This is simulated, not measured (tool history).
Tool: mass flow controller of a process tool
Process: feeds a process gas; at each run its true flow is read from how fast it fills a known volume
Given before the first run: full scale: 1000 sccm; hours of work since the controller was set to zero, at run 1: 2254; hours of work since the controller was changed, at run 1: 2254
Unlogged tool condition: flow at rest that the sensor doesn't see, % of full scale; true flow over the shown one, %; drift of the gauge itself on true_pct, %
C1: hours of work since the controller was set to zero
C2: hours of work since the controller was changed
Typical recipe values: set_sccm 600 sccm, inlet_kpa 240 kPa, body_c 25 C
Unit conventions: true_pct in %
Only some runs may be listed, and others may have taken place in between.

run 1 hour=0.0 | set_sccm=600 inlet_kpa=240 body_c=25 | C1=2254 C2=2254 | true_pct=100.64
run 2 hour=158.8 | set_sccm=600 inlet_kpa=240 body_c=25 | C1=2303 C2=2303 | true_pct=100.69
run 3 hour=254.3 | set_sccm=600 inlet_kpa=240 body_c=29 | C1=2332 C2=2332 | true_pct=101.15
run 4 hour=386.9 | set_sccm=600 inlet_kpa=240 body_c=29 | C1=2372 C2=2372 | true_pct=101.18
run 5 hour=493.6 | set_sccm=600 inlet_kpa=240 body_c=29 | C1=2405 C2=2405 | true_pct=101.24
run 6 hour=678.9 | set_sccm=600 inlet_kpa=240 body_c=29 | C1=2461 C2=2461 | true_pct=101.29
run 7 hour=870.7 | set_sccm=600 inlet_kpa=240 body_c=25 | C1=2519 C2=2519 | true_pct=100.94
run 8 hour=1007.5 | set_sccm=600 inlet_kpa=240 body_c=39 | C1=2561 C2=2561 | true_pct=102.15
run 9 hour=1184.9 | set_sccm=600 inlet_kpa=240 body_c=39 | C1=2615 C2=2615 | true_pct=102.16
run 10 hour=1284.2 | set_sccm=600 inlet_kpa=240 body_c=30 | C1=2645 C2=2645 | true_pct=101.44
run 11 hour=1421.3 | set_sccm=600 inlet_kpa=240 body_c=30 | C1=2687 C2=2687 | true_pct=101.49
run 12 hour=1571.3 | set_sccm=152 inlet_kpa=240 body_c=30 | C1=2732 C2=2732 | true_pct=103.83
run 13 hour=1666.0 | set_sccm=152 inlet_kpa=240 body_c=30 | C1=2761 C2=2761 | true_pct=103.81
-- hour=1682.4 controller's zero set anew
run 14 hour=1857.9 | set_sccm=152 inlet_kpa=240 body_c=30 | C1=53 C2=2819 | true_pct=105.87
run 15 hour=1946.5 | set_sccm=570 inlet_kpa=240 body_c=30 | C1=80 C2=2846 | true_pct=102.07
run 16 hour=2095.9 | set_sccm=600 inlet_kpa=146 body_c=25 | C1=126 C2=2892 | true_pct=102.56
run 17 hour=2208.6 | set_sccm=600 inlet_kpa=240 body_c=28 | C1=160 C2=2926 | true_pct=102.09
run 18 hour=2332.4 | set_sccm=600 inlet_kpa=240 body_c=25 | C1=198 C2=2964 | true_pct=101.83
-- hour=2405.1 controller's zero set anew, once more
run 19 hour=2426.6 | set_sccm=600 inlet_kpa=240 body_c=25 | C1=7 C2=2992 | true_pct=100.21
run 20 hour=2593.2 | set_sccm=600 inlet_kpa=240 body_c=25 | C1=57 C2=3043 | true_pct=100.33
run 21 hour=2695.1 | set_sccm=600 inlet_kpa=240 body_c=36 | C1=88 C2=3074 | true_pct=101.29
run 22 hour=2881.5 | set_sccm=600 inlet_kpa=240 body_c=36 | C1=145 C2=3131 | true_pct=101.26
run 23 hour=3018.0 | set_sccm=600 inlet_kpa=240 body_c=36 | C1=186 C2=3172 | true_pct=101.17
run 24 hour=3208.4 | set_sccm=600 inlet_kpa=240 body_c=36 | C1=244 C2=3230 | true_pct=101.27
run 25 hour=3390.7 | set_sccm=221 inlet_kpa=240 body_c=36 | C1=300 C2=3286 | true_pct=100.85
run 26 hour=3516.5 | set_sccm=221 inlet_kpa=240 body_c=36 | C1=338 C2=3324 | true_pct=100.84
run 27 hour=3707.2 | set_sccm=221 inlet_kpa=240 body_c=36 | C1=396 C2=3382 | true_pct=101.04
run 28 hour=3802.0 | set_sccm=489 inlet_kpa=143 body_c=26 | C1=425 C2=3411 | true_pct=101.25
run 29 hour=3929.4 | set_sccm=151 inlet_kpa=228 body_c=26 | C1=464 C2=3449 | true_pct=100.44
run 30 hour=4112.8 | set_sccm=786 inlet_kpa=226 body_c=23 | C1=520 C2=3505 | true_pct=100.75
run 31 hour=4216.7 | set_sccm=536 inlet_kpa=213 body_c=25 | C1=551 C2=3537 | true_pct=100.85
run 32 hour=4362.3 | set_sccm=536 inlet_kpa=213 body_c=25 | C1=595 C2=3581 | true_pct=100.76
run 33 hour=4534.7 | set_sccm=134 inlet_kpa=219 body_c=22 | C1=648 C2=3634 | true_pct=100.77
run 34 hour=4702.5 | set_sccm=134 inlet_kpa=219 body_c=22 | C1=699 C2=3685 | true_pct=100.77
run 35 hour=4866.6 | set_sccm=134 inlet_kpa=219 body_c=22 | C1=749 C2=3735 | true_pct=100.82
run 36 hour=4983.4 | set_sccm=505 inlet_kpa=260 body_c=22 | C1=784 C2=3770 | true_pct=100.24
run 37 hour=5121.8 | set_sccm=600 inlet_kpa=240 body_c=36 | C1=826 C2=3812 | true_pct=101.77
run 38 hour=5273.2 | set_sccm=275 inlet_kpa=170 body_c=25 | C1=873 C2=3858 | true_pct=101.09
run 39 hour=5396.0 | set_sccm=410 inlet_kpa=172 body_c=32 | C1=910 C2=3896 | true_pct=101.87
run 40 hour=5581.7 | set_sccm=906 inlet_kpa=227 body_c=26 | C1=966 C2=3952 | true_pct=101.64
run 41 hour=5755.5 | set_sccm=906 inlet_kpa=227 body_c=26 | C1=1019 C2=4005 | true_pct=101.65
run 42 hour=5864.7 | set_sccm=389 inlet_kpa=240 body_c=33 | C1=1052 C2=4038 | true_pct=101.50
run 43 hour=5946.3 | set_sccm=453 inlet_kpa=166 body_c=37 | C1=1077 C2=4063 | true_pct=102.39
run 44 hour=6112.8 | set_sccm=453 inlet_kpa=166 body_c=37 | C1=1128 C2=4114 | true_pct=102.47
run 45 hour=6282.5 | set_sccm=453 inlet_kpa=166 body_c=37 | C1=1180 C2=4165 | true_pct=102.60
run 46 hour=6474.3 | set_sccm=600 inlet_kpa=240 body_c=33 | C1=1238 C2=4224 | true_pct=101.86
run 47 hour=6591.5 | set_sccm=537 inlet_kpa=240 body_c=24 | C1=1274 C2=4259 | true_pct=101.05
run 48 hour=6687.2 | set_sccm=353 inlet_kpa=215 body_c=29 | C1=1303 C2=4288 | true_pct=101.71

Hidden condition of the tool, last listed run before each entry between runs versus first listed run after:
Run 13 -> run 14: controller's zero set anew (hour 1682.4)
  flow at rest that the sensor doesn't see, % of full scale: 0.645 -> 0.955; true flow over the shown one, %: 1.17 -> 1.19
  measured result minus the result with no hidden state, true_pct: +5.41 -> +7.47 %
Run 18 -> run 19: controller's zero set anew, once more (hour 2405.1)
  flow at rest that the sensor doesn't see, % of full scale: 0.986 -> 0.019; true flow over the shown one, %: 1.25 -> 1.27
  measured result minus the result with no hidden state, true_pct: +2.90 -> +1.30 %

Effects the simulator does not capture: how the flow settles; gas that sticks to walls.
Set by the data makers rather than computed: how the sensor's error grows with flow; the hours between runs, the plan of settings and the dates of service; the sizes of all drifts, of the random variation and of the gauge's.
